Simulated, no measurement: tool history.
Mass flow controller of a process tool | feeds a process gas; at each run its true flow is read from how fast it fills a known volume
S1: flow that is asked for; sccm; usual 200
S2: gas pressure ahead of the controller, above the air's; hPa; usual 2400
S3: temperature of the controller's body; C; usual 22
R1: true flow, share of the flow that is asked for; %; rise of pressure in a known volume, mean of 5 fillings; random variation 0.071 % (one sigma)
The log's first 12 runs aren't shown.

{"run": 13, "hour": 2145.9, "S1": 200, "S2": 2400, "S3": 22, "R1": 100.84}
{"run": 14, "hour": 2359.0, "S1": 200, "S2": 2400, "S3": 22, "R1": 101.0}
{"run": 15, "hour": 2572.6, "S1": 200, "S2": 2400, "S3": 22, "R1": 101.02}
{"run": 16, "hour": 2710.2, "S1": 200, "S2": 2400, "S3": 22, "R1": 100.97}
{"run": 17, "hour": 2862.0, "S1": 200, "S2": 1810, "S3": 22, "R1": 101.09}
{"run": 18, "hour": 3081.1, "S1": 419, "S2": 2400, "S3": 32, "R1": 101.8}
{"run": 19, "hour": 3276.6, "S1": 419, "S2": 2400, "S3": 32, "R1": 102.04}
{"run": 20, "hour": 3444.8, "S1": 200, "S2": 1800, "S3": 22, "R1": 101.22}
{"run": 21, "hour": 3631.4, "S1": 480, "S2": 2400, "S3": 22, "R1": 101.47}
{"run": 22, "hour": 3741.7, "S1": 102, "S2": 2400, "S3": 34, "R1": 102.23}
{"run": 23, "hour": 3897.6, "S1": 140, "S2": 2070, "S3": 26, "R1": 101.61}
{"run": 24, "hour": 4054.2, "S1": 140, "S2": 2000, "S3": 36, "R1": 102.26}
{"hour": 4258.5, "done": "controller exchanged for a calibrated one"}
{"run": 25, "hour": 4258.5, "S1": 200, "S2": 2770, "S3": 26, "R1": 99.86}
{"run": 26, "hour": 4362.6, "S1": 67, "S2": 1920, "S3": 22, "R1": 99.36}
{"run": 27, "hour": 4461.3, "S1": 67, "S2": 1920, "S3": 22, "R1": 99.72}
{"run": 28, "hour": 4638.7, "S1": 200, "S2": 1560, "S3": 34, "R1": 100.19}
{"run": 29, "hour": 4808.0, "S1": 455, "S2": 2500, "S3": 39, "R1": 100.98}
{"run": 30, "hour": 4966.7, "S1": 455, "S2": 2500, "S3": 39, "R1": 100.91}
{"run": 31, "hour": 5149.0, "S1": 455, "S2": 2500, "S3": 39, "R1": 101.02}
{"run": 32, "hour": 5296.8, "S1": 431, "S2": 2500, "S3": 39, "R1": 101.26}
{"run": 33, "hour": 5446.2, "S1": 200, "S2": 2470, "S3": 36, "R1": 100.73}

5 ways to go on from here, each from the tool as it stands after run 33. What would each give?
{"run": "A", "hour": 5543.8, "S1": 200, "S2": 2470, "S3": 32, "R1": "?"}
{"run": "B", "hour": 5543.8, "S1": 352, "S2": 2470, "S3": 36, "R1": "?"}
{"run": "C", "hour": 5543.8, "S1": 340, "S2": 2470, "S3": 35, "R1": "?"}
{"run": "D", "hour": 5543.8, "S1": 200, "S2": 2400, "S3": 38, "R1": "?"}
{"run": "E", "hour": 5543.8, "S1": 62, "S2": 1440, "S3": 23, "R1": "?"}

run=A R1=100.60
run=B R1=100.73
run=C R1=100.82
run=D R1=100.66
run=E R1=99.93
Without the tool's hidden state the same runs would have given:
run=A R1=100.18
run=B R1=100.38
run=C R1=100.47
run=D R1=100.25
run=E R1=99.18
